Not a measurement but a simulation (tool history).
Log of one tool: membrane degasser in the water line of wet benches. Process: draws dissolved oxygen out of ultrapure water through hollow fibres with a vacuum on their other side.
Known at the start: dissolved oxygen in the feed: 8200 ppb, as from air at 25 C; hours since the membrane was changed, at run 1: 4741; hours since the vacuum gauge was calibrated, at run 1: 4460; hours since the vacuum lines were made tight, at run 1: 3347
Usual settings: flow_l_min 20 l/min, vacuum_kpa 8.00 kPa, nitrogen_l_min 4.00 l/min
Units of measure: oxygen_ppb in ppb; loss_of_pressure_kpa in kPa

run,day,flow_l_min,vacuum_kpa,nitrogen_l_min,hours since the membrane was changed,hours since the vacuum gauge was calibrated,hours since the vacuum lines were made tight,oxygen_ppb,loss_of_pressure_kpa
1,0.000,20,8.00,4.00,4741,4460,3347,331.5,36.18
2,6.558,20,8.00,4.00,4898,4618,3504,336.5,36.21
3,10.779,20,8.00,4.00,4999,4719,3606,336.7,36.24
4,17.738,30,8.00,4.00,5166,4886,3773,500.0,54.27
5,21.900,20,8.00,10.50,5266,4986,3872,302.8,36.33
6,25.858,20,8.00,10.50,5361,5081,3967,304.5,35.90
7,31.129,20,8.00,4.00,5488,5207,4094,336.0,36.15
8,36.379,20,8.00,7.13,5614,5333,4220,318.6,35.94
9,41.662,20,8.00,7.13,5741,5460,4347,314.6,36.32
10,45.538,20,8.00,4.00,5834,5553,4440,341.3,36.13
11,49.896,20,8.00,4.00,5938,5658,4544,344.0,36.37
12,52.992,20,8.00,4.00,6012,5732,4619,342.7,36.17
13,56.050,20,8.00,4.00,6086,5805,4692,339.6,36.21
14,60.088,18,8.00,4.00,6183,5902,4789,307.2,32.70
# day 64.558: seals of the vacuum lines changed
15,64.558,20,8.00,7.23,6288,6008,0,319.7,36.09
16,68.371,20,8.00,7.23,6380,6099,91,317.0,36.38
17,72.429,20,8.00,7.23,6477,6196,189,312.8,36.27
18,77.525,20,11.81,2.07,6599,6319,311,479.4,36.37
19,84.267,20,11.81,2.07,6761,6481,473,469.7,36.13
20,87.558,20,11.81,2.08,6840,6560,552,461.0,36.49
21,92.504,26,12.62,2.71,6959,6678,671,568.7,47.72
# day 93.625: vacuum gauge calibrated
22,96.396,29,8.00,2.18,7052,67,764,555.5,52.37
23,101.354,14,7.70,5.99,7171,186,883,221.7,25.52
24,104.358,14,7.70,5.99,7243,258,955,219.9,25.64
25,108.596,29,7.70,5.20,7344,359,1056,479.0,53.06
26,111.829,31,7.70,10.26,7422,437,1134,485.7,56.52
27,117.667,17,14.40,3.24,7562,577,1274,373.1,30.85
28,121.329,17,14.40,6.13,7650,665,1362,315.7,31.14
29,126.421,17,14.40,6.13,7772,787,1484,313.1,31.15
30,130.283,21,12.27,1.98,7865,880,1577,519.7,38.54
31,137.342,16,5.78,3.95,8034,1049,1746,256.2,29.48
32,140.896,13,8.41,4.00,8120,1135,1832,219.7,23.72

Measured minus without-hidden-state, run by run (identical run-to-run variation in each term; gauge scatter may differ):
Unlogged tool condition in this case: membrane still open, %; true pressure behind the membrane over the reading, kPa; air that leaks in behind the membrane, l/min; drift of the gauge itself on oxygen_ppb, %; drift of the gauge itself on loss_of_pressure_kpa, %.
run,oxygen_ppb,loss_of_pressure_kpa
1,+17.5,+0.63
2,+18.4,+0.65
3,+18.8,+0.67
4,+25.4,+1.04
5,+18.9,+0.71
6,+19.3,+0.71
7,+20.6,+0.74
8,+20.8,+0.75
9,+21.0,+0.77
10,+22.3,+0.78
11,+22.9,+0.79
12,+23.0,+0.81
13,+23.2,+0.82
14,+22.0,+0.75
15,+22.9,+0.84
16,+23.0,+0.87
17,+23.1,+0.88
18,+25.8,+0.89
19,+25.9,+0.92
20,+25.8,+0.93
21,+31.4,+1.23
22,+33.0,+1.38
23,+19.5,+0.69
24,+19.6,+0.68
25,+34.2,+1.45
26,+36.3,+1.57
27,+23.9,+0.87
28,+24.3,+0.88
29,+24.4,+0.90
30,+30.3,+1.13
31,+25.1,+0.88
32,+21.0,+0.72

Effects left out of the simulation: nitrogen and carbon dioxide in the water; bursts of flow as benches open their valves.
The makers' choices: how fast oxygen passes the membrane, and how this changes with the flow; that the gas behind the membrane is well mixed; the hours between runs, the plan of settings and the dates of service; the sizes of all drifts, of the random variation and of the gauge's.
